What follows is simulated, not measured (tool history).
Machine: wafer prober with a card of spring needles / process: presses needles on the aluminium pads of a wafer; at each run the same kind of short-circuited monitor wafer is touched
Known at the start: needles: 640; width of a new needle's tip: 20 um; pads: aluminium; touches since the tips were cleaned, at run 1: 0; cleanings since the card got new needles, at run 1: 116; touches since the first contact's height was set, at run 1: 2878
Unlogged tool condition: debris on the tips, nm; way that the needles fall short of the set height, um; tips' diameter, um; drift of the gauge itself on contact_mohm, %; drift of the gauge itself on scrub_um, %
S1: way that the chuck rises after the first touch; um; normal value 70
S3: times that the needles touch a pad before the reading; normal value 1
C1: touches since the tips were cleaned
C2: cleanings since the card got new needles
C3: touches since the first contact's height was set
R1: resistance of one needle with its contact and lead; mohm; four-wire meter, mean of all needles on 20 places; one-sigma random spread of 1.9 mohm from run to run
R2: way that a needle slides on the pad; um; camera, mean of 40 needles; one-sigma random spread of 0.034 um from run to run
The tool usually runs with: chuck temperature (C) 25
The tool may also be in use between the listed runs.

Run 1, hour 0.0: usual settings; C1 0; C2 116; C3 2878. Result: R1 209 mohm, R2 13.75 um.
At hour 6.8: tips cleaned on abrasive film.
At hour 13.6: tips cleaned on abrasive film.
At hour 20.4: tips cleaned on abrasive film.
At hour 27.3: tips cleaned on abrasive film.
At hour 34.1: tips cleaned on abrasive film.
At hour 40.9: tips cleaned on abrasive film.
At hour 46.6: tips cleaned on abrasive film.
Run 2, hour 46.6: usual settings; C1 0; C2 123; C3 31440. Result: R1 207 mohm, R2 13.62 um.
At hour 53.5: tips cleaned on abrasive film.
At hour 58.9: tips cleaned on abrasive film.
At hour 65.7: tips cleaned on abrasive film.
At hour 72.6: tips cleaned on abrasive film.
At hour 79.4: tips cleaned on abrasive film.
At hour 86.2: tips cleaned on abrasive film.
At hour 91.7: tips cleaned on abrasive film.
Run 3, hour 96.2: usual settings; C1 2841; C2 130; C3 61828. Result: R1 238 mohm, R2 13.42 um.
At hour 97.7: tips cleaned on abrasive film.
At hour 104.5: tips cleaned on abrasive film.
At hour 111.3: tips cleaned on abrasive film.
At hour 118.1: tips cleaned on abrasive film.
At hour 124.9: tips cleaned on abrasive film.
At hour 131.7: tips cleaned on abrasive film.
At hour 138.6: tips cleaned on abrasive film.
At hour 145.4: tips cleaned on abrasive film.
At hour 148.4: height of the first contact set anew.
At hour 152.5: tips cleaned on abrasive film.
At hour 159.3: tips cleaned on abrasive film.
At hour 166.1: tips cleaned on abrasive film.
At hour 171.6: tips cleaned on abrasive film.
Run 4, hour 174.3: usual settings; C1 1679; C2 142; C3 15870. Result: R1 232 mohm, R2 13.66 um.
At hour 178.3: tips cleaned on abrasive film.
At hour 185.1: tips cleaned on abrasive film.
At hour 191.9: tips cleaned on abrasive film.
At hour 198.7: tips cleaned on abrasive film.
At hour 205.6: tips cleaned on abrasive film.
At hour 212.4: tips cleaned on abrasive film.
At hour 219.2: tips cleaned on abrasive film.
At hour 224.7: tips cleaned on abrasive film.
At hour 231.5: tips cleaned on abrasive film.
At hour 238.3: tips cleaned on abrasive film.
Run 5, hour 242.3: usual settings but chuck temperature (C) 27; C1 2468; C2 152; C3 57497. Result: R1 242 mohm, R2 13.49 um.
At hour 245.0: tips cleaned on abrasive film.
At hour 251.9: tips cleaned on abrasive film.
At hour 258.7: tips cleaned on abrasive film.
At hour 264.1: tips cleaned on abrasive film.
At hour 271.0: tips cleaned on abrasive film.
At hour 276.4: tips cleaned on abrasive film.
At hour 283.2: tips cleaned on abrasive film.
At hour 290.1: tips cleaned on abrasive film.
At hour 296.9: tips cleaned on abrasive film.
Run 6, hour 299.1: usual settings; C1 1367; C2 161; C3 92254. Result: R1 227 mohm, R2 13.32 um.
At hour 300.7: height of the first contact set anew.
At hour 303.5: tips cleaned on abrasive film.
At hour 309.0: tips cleaned on abrasive film.
At hour 315.8: tips cleaned on abrasive film.
At hour 321.3: tips cleaned on abrasive film.
At hour 328.1: tips cleaned on abrasive film.
At hour 334.9: tips cleaned on abrasive film.
At hour 341.7: tips cleaned on abrasive film.
At hour 348.5: tips cleaned on abrasive film.
At hour 355.3: tips cleaned on abrasive film.
Run 7, hour 357.6: usual settings; C1 1409; C2 170; C3 34800. Result: R1 237 mohm, R2 13.60 um.
At hour 361.7: tips cleaned on abrasive film.
At hour 368.5: tips cleaned on abrasive film.
At hour 375.4: tips cleaned on abrasive film.
At hour 380.8: tips cleaned on abrasive film.
At hour 387.6: tips cleaned on abrasive film.
At hour 394.5: tips cleaned on abrasive film.
At hour 401.3: tips cleaned on abrasive film.
At hour 408.1: tips cleaned on abrasive film.
At hour 413.6: tips cleaned on abrasive film.
At hour 420.4: tips cleaned on abrasive film.
Run 8, hour 425.3: usual settings; C1 3091; C2 180; C3 76290. Result: R1 255 mohm, R2 13.39 um.
At hour 426.8: tips cleaned on abrasive film.
At hour 433.6: tips cleaned on abrasive film.
At hour 440.4: tips cleaned on abrasive film.
At hour 447.2: tips cleaned on abrasive film.
At hour 452.9: height of the first contact set anew.
At hour 454.3: tips cleaned on abrasive film.
At hour 461.2: tips cleaned on abrasive film.
At hour 468.0: tips cleaned on abrasive film.
At hour 474.8: tips cleaned on abrasive film.
At hour 481.6: tips cleaned on abrasive film.
At hour 488.4: tips cleaned on abrasive film.
Run 9, hour 489.3: usual settings; C1 528; C2 190; C3 22232. Result: R1 217 mohm, R2 13.65 um.
At hour 494.7: tips cleaned on abrasive film.
At hour 500.2: tips cleaned on abrasive film.
At hour 507.0: tips cleaned on abrasive film.
At hour 512.5: tips cleaned on abrasive film.
At hour 519.3: tips cleaned on abrasive film.
At hour 526.1: tips cleaned on abrasive film.
At hour 532.9: tips cleaned on abrasive film.
At hour 539.7: tips cleaned on abrasive film.
At hour 546.6: tips cleaned on abrasive film.
At hour 553.4: tips cleaned on abrasive film.
At hour 560.2: tips cleaned on abrasive film.
At hour 567.0: tips cleaned on abrasive film.
Run 10, hour 569.6: usual settings but S1 71 um; C1 1600; C2 202; C3 71412. Result: R1 240 mohm, R2 13.56 um.
At hour 573.7: tips cleaned on abrasive film.
At hour 580.5: tips cleaned on abrasive film.
At hour 587.3: tips cleaned on abrasive film.
At hour 592.8: tips cleaned on abrasive film.
At hour 599.6: tips cleaned on abrasive film.
At hour 605.3: height of the first contact set anew.
At hour 606.7: tips cleaned on abrasive film.
At hour 613.5: tips cleaned on abrasive film.
At hour 620.4: tips cleaned on abrasive film.
At hour 625.8: tips cleaned on abrasive film.
At hour 632.6: tips cleaned on abrasive film.
Run 11, hour 634.7: usual settings but S1 71 um; C1 1272; C2 212; C3 17967. Result: R1 234 mohm, R2 13.78 um.
At hour 638.8: tips cleaned on abrasive film.
At hour 645.6: tips cleaned on abrasive film.
At hour 652.5: tips cleaned on abrasive film.
At hour 659.3: tips cleaned on abrasive film.
At hour 666.1: tips cleaned on abrasive film.
At hour 671.6: tips cleaned on abrasive film.
At hour 678.4: tips cleaned on abrasive film.
At hour 685.2: tips cleaned on abrasive film.
At hour 690.7: tips cleaned on abrasive film.
At hour 697.5: tips cleaned on abrasive film.
At hour 704.3: tips cleaned on abrasive film.
Run 12, hour 707.8: usual settings but S1 71 um, chuck temperature (C) 114; C1 2213; C2 223; C3 62753. Result: R1 263 mohm, R2 13.59 um.
At hour 710.6: tips cleaned on abrasive film.
At hour 716.1: tips cleaned on abrasive film.
At hour 722.9: tips cleaned on abrasive film.
At hour 729.7: tips cleaned on abrasive film.
At hour 736.5: tips cleaned on abrasive film.
At hour 743.4: tips cleaned on abrasive film.
At hour 750.2: tips cleaned on abrasive film.
At hour 755.6: tips cleaned on abrasive film.
At hour 758.6: height of the first contact set anew.
At hour 762.8: tips cleaned on abrasive film.
At hour 769.6: tips cleaned on abrasive film.
At hour 776.4: tips cleaned on abrasive film.
Run 13, hour 779.1: usual settings but S1 60 um, chuck temperature (C) 30; C1 1708; C2 234; C3 12560. Result: R1 260 mohm, R2 11.72 um.
At hour 781.9: tips cleaned on abrasive film.
At hour 788.7: tips cleaned on abrasive film.
At hour 795.6: tips cleaned on abrasive film.
At hour 802.4: tips cleaned on abrasive film.
At hour 809.2: tips cleaned on abrasive film.
At hour 816.0: tips cleaned on abrasive film.
At hour 822.8: tips cleaned on abrasive film.
Run 14, hour 825.0: usual settings but S1 58 um, S3 2; C1 1335; C2 241; C3 40616. Result: R1 231 mohm, R2 11.20 um.
At hour 829.1: tips cleaned on abrasive film.
At hour 834.6: tips cleaned on abrasive film.
At hour 841.4: tips cleaned on abrasive film.
At hour 848.2: tips cleaned on abrasive film.
At hour 855.0: tips cleaned on abrasive film.
At hour 861.8: tips cleaned on abrasive film.
At hour 868.6: tips cleaned on abrasive film.
At hour 875.5: tips cleaned on abrasive film.
At hour 882.3: tips cleaned on abrasive film.
Run 15, hour 886.3: usual settings; C1 2484; C2 250; C3 78161. Result: R1 260 mohm, R2 13.36 um.
At hour 889.1: tips cleaned on abrasive film.
At hour 895.9: tips cleaned on abrasive film.
At hour 902.7: tips cleaned on abrasive film.
At hour 908.2: tips cleaned on abrasive film.
At hour 911.1: height of the first contact set anew.
At hour 915.3: tips cleaned on abrasive film.
At hour 922.1: tips cleaned on abrasive film.
At hour 928.9: tips cleaned on abrasive film.
Run 16, hour 928.9: usual settings but S3 2; C1 0; C2 257; C3 10835. Result: R1 207 mohm, R2 13.64 um.
At hour 935.7: tips cleaned on abrasive film.
At hour 942.5: tips cleaned on abrasive film.
At hour 949.3: tips cleaned on abrasive film.
At hour 956.1: tips cleaned on abrasive film.
At hour 962.9: tips cleaned on abrasive film.
At hour 969.8: tips cleaned on abrasive film.
At hour 976.6: tips cleaned on abrasive film.
At hour 983.4: tips cleaned on abrasive film.
At hour 990.2: tips cleaned on abrasive film.
At hour 997.0: tips cleaned on abrasive film.
Run 17, hour 998.3: usual settings but S1 68 um, chuck temperature (C) 43, S3 3; C1 800; C2 267; C3 53373. Result: R1 213 mohm, R2 13.09 um.
At hour 1003.8: tips cleaned on abrasive film.
At hour 1009.2: tips cleaned on abrasive film.
At hour 1016.1: tips cleaned on abrasive film.
At hour 1022.9: tips cleaned on abrasive film.
At hour 1029.7: tips cleaned on abrasive film.
Run 18, hour 1033.7: usual settings but S1 77 um, chuck temperature (C) 59; C1 2524; C2 272; C3 75097. Result: R1 250 mohm, R2 14.85 um.

Predict each of these 4 candidate next runs independently; none follows another, all start after run 18:
At hour 1035.2: tips cleaned on abrasive film.
At hour 1042.0: tips cleaned on abrasive film.
At hour 1048.8: tips cleaned on abrasive film.
At hour 1055.6: tips cleaned on abrasive film.
At hour 1062.5: tips cleaned on abrasive film.
At hour 1064.1: height of the first contact set anew.
At hour 1069.6: tips cleaned on abrasive film.
At hour 1076.4: tips cleaned on abrasive film.
At hour 1083.2: tips cleaned on abrasive film.
At hour 1090.0: tips cleaned on abrasive film.
At hour 1096.8: tips cleaned on abrasive film.
At hour 1103.6: tips cleaned on abrasive film.
At hour 1109.1: tips cleaned on abrasive film.
Run A, hour 1113.6: usual settings but chuck temperature (C) 101, S3 2; C1 2804; C2 284; C3 30351. Result: R1 ?, R2 ?.
At hour 1035.2: tips cleaned on abrasive film.
At hour 1042.0: tips cleaned on abrasive film.
At hour 1048.8: tips cleaned on abrasive film.
At hour 1055.6: tips cleaned on abrasive film.
At hour 1062.5: tips cleaned on abrasive film.
At hour 1064.1: height of the first contact set anew.
At hour 1069.6: tips cleaned on abrasive film.
At hour 1076.4: tips cleaned on abrasive film.
At hour 1083.2: tips cleaned on abrasive film.
At hour 1090.0: tips cleaned on abrasive film.
At hour 1096.8: tips cleaned on abrasive film.
At hour 1103.6: tips cleaned on abrasive film.
At hour 1109.1: tips cleaned on abrasive film.
Run B, hour 1113.6: usual settings but chuck temperature (C) 119, S3 2; C1 2804; C2 284; C3 30351. Result: R1 ?, R2 ?.
At hour 1035.2: tips cleaned on abrasive film.
At hour 1042.0: tips cleaned on abrasive film.
At hour 1048.8: tips cleaned on abrasive film.
At hour 1055.6: tips cleaned on abrasive film.
At hour 1062.5: tips cleaned on abrasive film.
At hour 1064.1: height of the first contact set anew.
At hour 1069.6: tips cleaned on abrasive film.
At hour 1076.4: tips cleaned on abrasive film.
At hour 1083.2: tips cleaned on abrasive film.
At hour 1090.0: tips cleaned on abrasive film.
At hour 1096.8: tips cleaned on abrasive film.
At hour 1103.6: tips cleaned on abrasive film.
At hour 1109.1: tips cleaned on abrasive film.
Run C, hour 1113.6: usual settings but chuck temperature (C) 41; C1 2804; C2 284; C3 30351. Result: R1 ?, R2 ?.
At hour 1035.2: tips cleaned on abrasive film.
At hour 1042.0: tips cleaned on abrasive film.
At hour 1048.8: tips cleaned on abrasive film.
At hour 1055.6: tips cleaned on abrasive film.
At hour 1062.5: tips cleaned on abrasive film.
At hour 1064.1: height of the first contact set anew.
At hour 1069.6: tips cleaned on abrasive film.
At hour 1076.4: tips cleaned on abrasive film.
At hour 1083.2: tips cleaned on abrasive film.
At hour 1090.0: tips cleaned on abrasive film.
At hour 1096.8: tips cleaned on abrasive film.
At hour 1103.6: tips cleaned on abrasive film.
At hour 1109.1: tips cleaned on abrasive film.
Run D, hour 1113.6: usual settings but S1 85 um; C1 2804; C2 284; C3 30351. Result: R1 ?, R2 ?.

run   R1     R2
  A  254  13.62
  B  257  13.62
  C  271  13.67
  D  242  16.54
What these runs would have given with no unlogged condition in the tool:
run   R1     R2
  A  218  13.76
  B  221  13.76
  C  208  13.81
  D  198  16.68
